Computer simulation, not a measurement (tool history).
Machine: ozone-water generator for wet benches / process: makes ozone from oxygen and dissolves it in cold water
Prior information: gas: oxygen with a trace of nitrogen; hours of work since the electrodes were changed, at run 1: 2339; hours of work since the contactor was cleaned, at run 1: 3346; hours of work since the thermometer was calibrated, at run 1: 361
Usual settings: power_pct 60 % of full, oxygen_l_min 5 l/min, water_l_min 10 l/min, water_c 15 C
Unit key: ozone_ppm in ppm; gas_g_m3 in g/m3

run    hour  power_pct  oxygen_l_min  water_l_min  water_c  hours of work since the electrodes were changed  hours of work since the contactor was cleaned  hours of work since the thermometer was calibrated  ozone_ppm  gas_g_m3
  1       0         60             5           10       15                                             2339                                           3346                                                 361       37.3     233.9
  2    48.9         60             5           10       15                                             2383                                           3389                                                 404       37.6     233.6
  3   106.3         60             5           10       15                                             2434                                           3440                                                 455       37.5     234.5
  4   189.7         60             5           10       15                                             2508                                           3514                                                 529       37.2     234.4
  5   282.7         60             5           10       15                                             2590                                           3596                                                 612       37.7     238.3
  6   357.5         60             5           10       15                                             2656                                           3663                                                 678       37.4     233.6
  7   431.1         60             5           10       15                                             2722                                           3728                                                 743       37.3     236.3
  8   501.2         60             5           10       15                                             2784                                           3790                                                 805       37.2     237.5
  9   563.8         60             5           10       15                                             2839                                           3846                                                 861       37.3     234.3
 10   606.5         60             5            6       15                                             2877                                           3884                                                 899       51.7     235.8
 11     696         60             5            6       15                                             2956                                           3963                                                 978       51.6     234.9
 12   748.5         60          8.52            6       15                                             3003                                           4009                                                1024       48.5     195.4
 13   804.1         41             5           10       15                                             3052                                           4059                                                1074       29.2     182.9
 14   851.4         41             5           10       13                                             3094                                           4101                                                1116       29.9     182.1
 15   938.7         79             5            9       17                                             3171                                           4178                                                1193         47     283.8
 16   989.4         79             5            9       10                                             3216                                           4223                                                1238       53.7     283.6
 17  1079.8         79             5            9       10                                             3296                                           4303                                                1318       52.4     283.3
 18  1151.5         79             5            9       11                                             3360                                           4367                                                1382       52.1     288.1
 19  1219.8         54          6.24            7       13                                             3421                                           4427                                                1442       45.6     204.9
 20  1286.6         54          6.24            7       13                                             3480                                           4486                                                1501       45.7     205.9
 21  1330.6         60             5           10       10                                             3519                                           4525                                                1540       40.8     237.8
 22  1411.8         66          4.49           10       23                                             3591                                           4597                                                1612       34.2     260.7
 23    1514         93             5           10        9                                             3681                                           4688                                                1703       55.4     318.5
 24  1575.9         75          4.51           10       17                                             3736                                           4743                                                1758       41.3     287.3
 25  1677.8         60             5           15        9                                             3827                                           4833                                                1848       28.7     239.6

Below are 3 alternative next runs, each starting from the tool's condition after run 25. Predict each:
  A  1734.6         60          4.78           15       16                                             3877                                           4883                                                1899          ?         ?
  B  1734.6         89             5            7       16                                             3877                                           4883                                                1899          ?         ?
  C  1734.6         47             5           11       15                                             3877                                           4883                                                1899          ?         ?

run  ozone_ppm  gas_g_m3
  A       25.9     243.7
  B       59.9     308.9
  C       29.5       202
What these runs would have given with no unlogged condition in the tool:
run  ozone_ppm  gas_g_m3
  A       25.9     239.5
  B       59.9     303.7
  C       29.5     198.5
